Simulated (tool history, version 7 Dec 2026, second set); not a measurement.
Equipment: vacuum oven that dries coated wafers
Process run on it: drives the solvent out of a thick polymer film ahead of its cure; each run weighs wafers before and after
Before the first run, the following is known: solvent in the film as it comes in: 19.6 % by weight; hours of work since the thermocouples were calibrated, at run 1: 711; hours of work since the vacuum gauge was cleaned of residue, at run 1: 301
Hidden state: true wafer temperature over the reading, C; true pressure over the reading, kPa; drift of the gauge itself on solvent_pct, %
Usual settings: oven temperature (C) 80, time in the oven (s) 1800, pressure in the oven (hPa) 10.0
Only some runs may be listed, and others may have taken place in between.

| run | hour | oven temperature (C) | time in the oven (s) | pressure in the oven (hPa) | hours of work since the thermocouples were calibrated | hours of work since the vacuum gauge was cleaned of residue | solvent left in the film (%) |
|---|---|---|---|---|---|---|---|
| 1 | 0.0 | 80 | 1800 | 10.0 | 711 | 301 | 1.64 |
| 2 | 27.4 | 80 | 1800 | 10.0 | 726 | 317 | 1.64 |
| 3 | 43.3 | 80 | 1140 | 10.0 | 735 | 325 | 3.31 |
| 4 | 67.1 | 80 | 1140 | 10.0 | 748 | 339 | 3.36 |
| 5 | 96.2 | 80 | 2760 | 10.0 | 765 | 355 | 0.80 |
| 6 | 117.7 | 80 | 2760 | 30.6 | 777 | 367 | 1.97 |
| 7 | 133.5 | 80 | 1800 | 22.0 | 786 | 376 | 2.23 |
| 8 | 158.9 | 80 | 1080 | 10.0 | 800 | 390 | 3.54 |
| 9 | 174.0 | 80 | 1800 | 10.0 | 808 | 399 | 1.70 |
| 10 | 192.5 | 80 | 1800 | 10.0 | 819 | 409 | 1.66 |
| 11 | 222.8 | 80 | 1800 | 8.3 | 836 | 426 | 1.55 |
| 12 | 248.2 | 80 | 1800 | 8.3 | 850 | 441 | 1.57 |
|  | 252.7 | oven's thermocouples calibrated |
| 13 | 281.8 | 80 | 1800 | 12.6 | 16 | 458 | 1.84 |
| 14 | 314.1 | 80 | 1800 | 10.0 | 35 | 477 | 1.68 |
| 15 | 340.6 | 68 | 1800 | 10.0 | 49 | 492 | 5.02 |
| 16 | 365.0 | 68 | 1800 | 10.0 | 63 | 505 | 4.72 |
| 17 | 387.5 | 80 | 1800 | 10.0 | 76 | 518 | 1.74 |
| 18 | 417.7 | 80 | 1800 | 10.0 | 93 | 535 | 1.77 |
| 19 | 450.8 | 80 | 1500 | 10.0 | 111 | 553 | 2.36 |
|  | 460.3 | oven's thermocouples calibrated, once more |
| 20 | 471.0 | 80 | 1500 | 10.0 | 6 | 564 | 2.00 |
| 21 | 492.9 | 80 | 1500 | 10.0 | 18 | 576 | 2.01 |
| 22 | 507.9 | 80 | 1500 | 10.0 | 27 | 584 | 2.06 |
| 23 | 525.7 | 80 | 1500 | 10.0 | 37 | 594 | 2.00 |
| 24 | 550.3 | 94 | 1500 | 10.0 | 51 | 608 | 0.44 |
| 25 | 576.0 | 87 | 1800 | 11.9 | 65 | 623 | 0.81 |
| 26 | 605.9 | 69 | 1800 | 17.7 | 82 | 640 | 4.77 |
| 27 | 637.9 | 69 | 1800 | 10.0 | 100 | 658 | 4.21 |
| 28 | 665.7 | 69 | 1800 | 10.0 | 116 | 673 | 4.19 |
| 29 | 697.1 | 79 | 1800 | 9.8 | 133 | 691 | 1.67 |
| 30 | 711.7 | 79 | 2640 | 13.1 | 141 | 699 | 1.09 |
| 31 | 728.9 | 79 | 960 | 28.7 | 151 | 709 | 5.06 |
| 32 | 752.6 | 79 | 1320 | 28.7 | 164 | 722 | 3.80 |
| 33 | 772.6 | 73 | 1320 | 11.9 | 176 | 733 | 4.61 |
| 34 | 798.7 | 88 | 1560 | 19.3 | 190 | 748 | 1.07 |
| 35 | 830.1 | 88 | 1560 | 19.3 | 208 | 766 | 1.13 |
| 36 | 849.1 | 80 | 2520 | 25.1 | 219 | 776 | 1.70 |
| 37 | 869.0 | 80 | 2100 | 25.1 | 230 | 788 | 1.96 |
| 38 | 889.9 | 84 | 1080 | 25.1 | 242 | 799 | 3.07 |
| 39 | 913.0 | 80 | 1800 | 27.4 | 255 | 812 | 2.48 |
| 40 | 937.0 | 79 | 1320 | 21.8 | 268 | 826 | 3.53 |
| 41 | 971.0 | 92 | 2280 | 12.5 | 287 | 845 | 0.48 |
| 42 | 992.1 | 92 | 2280 | 12.5 | 299 | 857 | 0.58 |
| 43 | 1014.0 | 94 | 3120 | 27.9 | 311 | 869 | 0.99 |
| 44 | 1040.0 | 94 | 3120 | 27.9 | 326 | 884 | 0.96 |
| 45 | 1066.9 | 88 | 3120 | 10.0 | 341 | 899 | 0.45 |

Here are 5 independent what-if runs from the current tool condition. What would each one return?
| A | 1089.9 | 80 | 1680 | 10.0 | 354 | 912 | ? |
| B | 1089.9 | 80 | 1920 | 10.0 | 354 | 912 | ? |
| C | 1089.9 | 90 | 2520 | 5.3 | 354 | 912 | ? |
| D | 1089.9 | 88 | 1560 | 6.3 | 354 | 912 | ? |
| E | 1089.9 | 81 | 2580 | 12.3 | 354 | 912 | ? |

| run | solvent left in the film (%) |
|---|---|
| A | 1.80 |
| B | 1.42 |
| C | 0.28 |
| D | 0.82 |
| E | 0.96 |
What these runs would have given with no unlogged condition in the tool:
| run | solvent left in the film (%) |
|---|---|
| A | 1.55 |
| B | 1.19 |
| C | 0.17 |
| D | 0.66 |
| E | 0.78 |

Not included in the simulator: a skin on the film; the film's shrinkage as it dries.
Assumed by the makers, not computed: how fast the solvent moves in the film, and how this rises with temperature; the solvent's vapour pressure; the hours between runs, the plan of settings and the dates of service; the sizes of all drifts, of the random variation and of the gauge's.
